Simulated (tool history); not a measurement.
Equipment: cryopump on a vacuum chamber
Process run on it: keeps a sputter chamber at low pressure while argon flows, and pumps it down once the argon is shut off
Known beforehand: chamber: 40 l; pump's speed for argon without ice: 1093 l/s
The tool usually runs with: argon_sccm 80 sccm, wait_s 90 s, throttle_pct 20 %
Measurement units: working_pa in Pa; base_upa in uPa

| run | hour | argon_sccm | wait_s | throttle_pct | working_pa | base_upa |
|---|---|---|---|---|---|---|
| 1 | 0 | 80 | 90 | 20 | 0.6456 | 1.7 |
| 2 | 15.7 | 80 | 90 | 20 | 0.6453 | 1.78 |
| 3 | 33.9 | 80 | 90 | 20 | 0.647 | 1.76 |
| 4 | 50.3 | 80 | 90 | 20 | 0.6475 | 1.83 |
| 5 | 76.9 | 80 | 90 | 19 | 0.6763 | 1.84 |
| 6 | 94.3 | 80 | 90 | 19 | 0.6769 | 1.84 |
| 7 | 109.8 | 80 | 90 | 19 | 0.6805 | 1.86 |
| 8 | 126.2 | 32 | 59 | 20 | 0.2581 | 2.15 |
| 9 | 145.1 | 98 | 53 | 54 | 0.3172 | 2.31 |

What will run 10 give?
| 10 | 159.7 | 68 | 43 | 16 | ? | ? |

Logged for run 10: working_pa 0.6837 Pa, base_upa 2.44 uPa.
With no hidden state in the tool, this same run would have given working_pa 0.6569 Pa, base_upa 1.2 uPa.
